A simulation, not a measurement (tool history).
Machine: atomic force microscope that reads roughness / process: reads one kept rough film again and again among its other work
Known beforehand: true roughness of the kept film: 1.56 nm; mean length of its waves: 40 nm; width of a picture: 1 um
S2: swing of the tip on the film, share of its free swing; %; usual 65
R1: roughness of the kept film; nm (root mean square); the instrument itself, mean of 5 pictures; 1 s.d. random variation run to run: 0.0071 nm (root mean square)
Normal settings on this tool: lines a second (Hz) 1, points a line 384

{"run": 1, "hour": 0.0, "lines a second (Hz)": 1, "S2": 65, "points a line": 384, "R1": 1.45}
{"run": 2, "hour": 9.9, "lines a second (Hz)": 1, "S2": 65, "points a line": 384, "R1": 1.446}
{"run": 3, "hour": 25.7, "lines a second (Hz)": 1, "S2": 65, "points a line": 384, "R1": 1.43}
{"run": 4, "hour": 33.5, "lines a second (Hz)": 1, "S2": 65, "points a line": 384, "R1": 1.413}
{"run": 5, "hour": 41.8, "lines a second (Hz)": 1, "S2": 65, "points a line": 384, "R1": 1.419}
{"run": 6, "hour": 55.8, "lines a second (Hz)": 1, "S2": 65, "points a line": 384, "R1": 1.417}
{"run": 7, "hour": 73.0, "lines a second (Hz)": 1, "S2": 65, "points a line": 384, "R1": 1.393}
{"run": 8, "hour": 84.8, "lines a second (Hz)": 1, "S2": 65, "points a line": 384, "R1": 1.391}
{"run": 9, "hour": 96.5, "lines a second (Hz)": 1, "S2": 65, "points a line": 384, "R1": 1.369}
{"run": 10, "hour": 105.2, "lines a second (Hz)": 1, "S2": 65, "points a line": 384, "R1": 1.372}
{"run": 11, "hour": 120.2, "lines a second (Hz)": 1, "S2": 65, "points a line": 384, "R1": 1.363}
{"run": 12, "hour": 134.0, "lines a second (Hz)": 1, "S2": 65, "points a line": 384, "R1": 1.346}
{"run": 13, "hour": 143.0, "lines a second (Hz)": 1, "S2": 65, "points a line": 384, "R1": 1.353}
{"run": 14, "hour": 160.9, "lines a second (Hz)": 3.99, "S2": 65, "points a line": 384, "R1": 1.259}
{"run": 15, "hour": 171.1, "lines a second (Hz)": 3.99, "S2": 65, "points a line": 384, "R1": 1.398}
{"run": 16, "hour": 183.9, "lines a second (Hz)": 0.52, "S2": 65, "points a line": 384, "R1": 1.476}
{"run": 17, "hour": 199.9, "lines a second (Hz)": 0.52, "S2": 65, "points a line": 384, "R1": 1.457}
{"run": 18, "hour": 213.1, "lines a second (Hz)": 1, "S2": 65, "points a line": 577, "R1": 1.441}
{"run": 19, "hour": 222.0, "lines a second (Hz)": 1.82, "S2": 65, "points a line": 384, "R1": 1.404}
{"run": 20, "hour": 234.6, "lines a second (Hz)": 1, "S2": 85, "points a line": 384, "R1": 1.377}
{"run": 21, "hour": 251.8, "lines a second (Hz)": 1, "S2": 85, "points a line": 384, "R1": 1.352}
{"run": 22, "hour": 268.1, "lines a second (Hz)": 1, "S2": 85, "points a line": 384, "R1": 1.347}
{"run": 23, "hour": 280.7, "lines a second (Hz)": 2.3, "S2": 65, "points a line": 384, "R1": 1.352}
{"run": 24, "hour": 295.5, "lines a second (Hz)": 1, "S2": 87, "points a line": 258, "R1": 1.323}
{"run": 25, "hour": 304.8, "lines a second (Hz)": 1.28, "S2": 68, "points a line": 684, "R1": 1.368}
{"run": 26, "hour": 317.3, "lines a second (Hz)": 3.36, "S2": 67, "points a line": 984, "R1": 1.297}
{"run": 27, "hour": 328.9, "lines a second (Hz)": 1.63, "S2": 78, "points a line": 569, "R1": 1.3}
{"run": 28, "hour": 341.6, "lines a second (Hz)": 0.63, "S2": 89, "points a line": 591, "R1": 1.317}
{"run": 29, "hour": 360.3, "lines a second (Hz)": 0.63, "S2": 89, "points a line": 591, "R1": 1.46}
{"run": 30, "hour": 369.9, "lines a second (Hz)": 2.15, "S2": 63, "points a line": 332, "R1": 1.427}
{"run": 31, "hour": 378.1, "lines a second (Hz)": 0.64, "S2": 63, "points a line": 332, "R1": 1.461}
{"run": 32, "hour": 387.3, "lines a second (Hz)": 2.77, "S2": 65, "points a line": 520, "R1": 1.412}
{"run": 33, "hour": 396.9, "lines a second (Hz)": 0.7, "S2": 65, "points a line": 259, "R1": 1.442}
{"run": 34, "hour": 410.8, "lines a second (Hz)": 0.7, "S2": 65, "points a line": 259, "R1": 1.426}
{"run": 35, "hour": 419.1, "lines a second (Hz)": 0.81, "S2": 56, "points a line": 554, "R1": 1.451}
{"run": 36, "hour": 432.3, "lines a second (Hz)": 2.79, "S2": 89, "points a line": 384, "R1": 1.217}
{"run": 37, "hour": 450.1, "lines a second (Hz)": 0.97, "S2": 71, "points a line": 384, "R1": 1.391}
{"run": 38, "hour": 461.4, "lines a second (Hz)": 0.97, "S2": 71, "points a line": 384, "R1": 1.371}
{"run": 39, "hour": 475.5, "lines a second (Hz)": 1.29, "S2": 85, "points a line": 865, "R1": 1.303}
{"run": 40, "hour": 489.4, "lines a second (Hz)": 1, "S2": 65, "points a line": 635, "R1": 1.373}
{"run": 41, "hour": 505.9, "lines a second (Hz)": 1, "S2": 65, "points a line": 635, "R1": 1.341}
{"run": 42, "hour": 519.0, "lines a second (Hz)": 1, "S2": 65, "points a line": 635, "R1": 1.353}
{"run": 43, "hour": 527.2, "lines a second (Hz)": 1, "S2": 65, "points a line": 635, "R1": 1.348}
{"run": 44, "hour": 540.0, "lines a second (Hz)": 1, "S2": 62, "points a line": 635, "R1": 1.478}
{"run": 45, "hour": 548.7, "lines a second (Hz)": 3.14, "S2": 65, "points a line": 736, "R1": 1.416}

Missing from the log above: 5 entries noted between runs. For each, name the pair of listed runs it sits between and say how the tool's hidden condition differs from the listed run just before to the listed run just after:
After run 14, before run 15: new tip fitted (hour 166.6)
  radius of the tip, nm: 39.1 -> 11.1
  what was measured, less what the result would be without the hidden state, R1: -0.133 -> -0.002 nm (root mean square)
After run 27, before run 28: height scale calibrated on a step standard (hour 331.2)
  radius of the tip, nm: 35.1 -> 36.8; height scale over the true one, %: 0.33 -> 0.43
  what was measured, less what the result would be without the hidden state, R1: -0.116 -> -0.124 nm (root mean square)
After run 28, before run 29: new tip fitted (hour 353.2)
  radius of the tip, nm: 36.8 -> 11.2; height scale over the true one, %: 0.43 -> 0.44
  what was measured, less what the result would be without the hidden state, R1: -0.124 -> +0 nm (root mean square)
After run 35, before run 36: height scale calibrated on a step standard, once more (hour 430.4)
  radius of the tip, nm: 20.1 -> 21.9; height scale over the true one, %: 0.45 -> -0.05
  what was measured, less what the result would be without the hidden state, R1: -0.048 -> -0.055 nm (root mean square)
After run 43, before run 44: new tip fitted (hour 540)
  radius of the tip, nm: 35.5 -> 10.2
  what was measured, less what the result would be without the hidden state, R1: -0.127 -> -0.001 nm (root mean square)

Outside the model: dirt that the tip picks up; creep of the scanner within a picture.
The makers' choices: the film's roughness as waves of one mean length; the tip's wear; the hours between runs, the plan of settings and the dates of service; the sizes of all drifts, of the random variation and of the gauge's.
